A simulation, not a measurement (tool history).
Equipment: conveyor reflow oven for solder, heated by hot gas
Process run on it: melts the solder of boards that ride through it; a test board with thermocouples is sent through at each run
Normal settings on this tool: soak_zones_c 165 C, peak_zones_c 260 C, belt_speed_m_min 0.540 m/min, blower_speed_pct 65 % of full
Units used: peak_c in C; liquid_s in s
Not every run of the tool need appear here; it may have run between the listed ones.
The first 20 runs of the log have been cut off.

| run | day | soak_zones_c | peak_zones_c | belt_speed_m_min | blower_speed_pct | hours of work since the flux was cleaned out | hours of work since the belt drive was overhauled | hours of work since the thermocouples were changed | peak_c | liquid_s |
|---|---|---|---|---|---|---|---|---|---|---|
| 21 | 35.579 | 165 | 260 | 0.540 | 61 | 91 | 1442 | 377 | 242.8 | 49.8 |
| 22 | 37.996 | 159 | 260 | 0.527 | 51 | 119 | 1470 | 405 | 240.8 | 45.9 |
| 23 | 39.175 | 165 | 266 | 0.540 | 65 | 133 | 1484 | 419 | 248.5 | 55.0 |
| 24 | 40.246 | 165 | 266 | 0.540 | 65 | 145 | 1496 | 431 | 248.6 | 55.0 |
| 25 | 42.621 | 152 | 266 | 0.436 | 57 | 172 | 1523 | 459 | 252.0 | 67.3 |
| 26 | 43.662 | 174 | 260 | 0.441 | 65 | 184 | 1535 | 471 | 249.5 | 72.9 |
| 27 | 45.783 | 178 | 260 | 0.580 | 65 | 209 | 1560 | 495 | 242.8 | 49.8 |
| 28 | 47.346 | 175 | 260 | 0.597 | 65 | 227 | 1578 | 513 | 240.9 | 45.0 |
| 29 | 48.862 | 158 | 263 | 0.540 | 65 | 244 | 1595 | 531 | 244.5 | 47.0 |
|  | 50.362 | flux residue cleaned out of gas plates and filters |
| 30 | 50.612 | 158 | 263 | 0.540 | 65 | 3 | 1613 | 548 | 245.8 | 50.3 |

Consider 4 possible next runs. They are alternatives, not a sequence: every one starts from the tool as it was left by run 30. What does each give?
| A | 52.204 | 152 | 260 | 0.574 | 50 | 21 | 1631 | 567 | ? | ? |
| B | 52.204 | 166 | 259 | 0.498 | 65 | 21 | 1631 | 567 | ? | ? |
| C | 52.204 | 165 | 253 | 0.633 | 65 | 21 | 1631 | 567 | ? | ? |
| D | 52.204 | 158 | 255 | 0.521 | 72 | 21 | 1631 | 567 | ? | ? |

| run | peak_c | liquid_s |
|---|---|---|
| A | 236.8 | 34.7 |
| B | 245.3 | 58.3 |
| C | 233.2 | 30.6 |
| D | 239.9 | 47.3 |
The same runs, with their run-to-run variation unchanged, on a tool lacking any hidden condition would have given:
| run | peak_c | liquid_s |
|---|---|---|
| A | 237.7 | 34.4 |
| B | 246.8 | 57.4 |
| C | 234.3 | 30.6 |
| D | 241.4 | 46.8 |
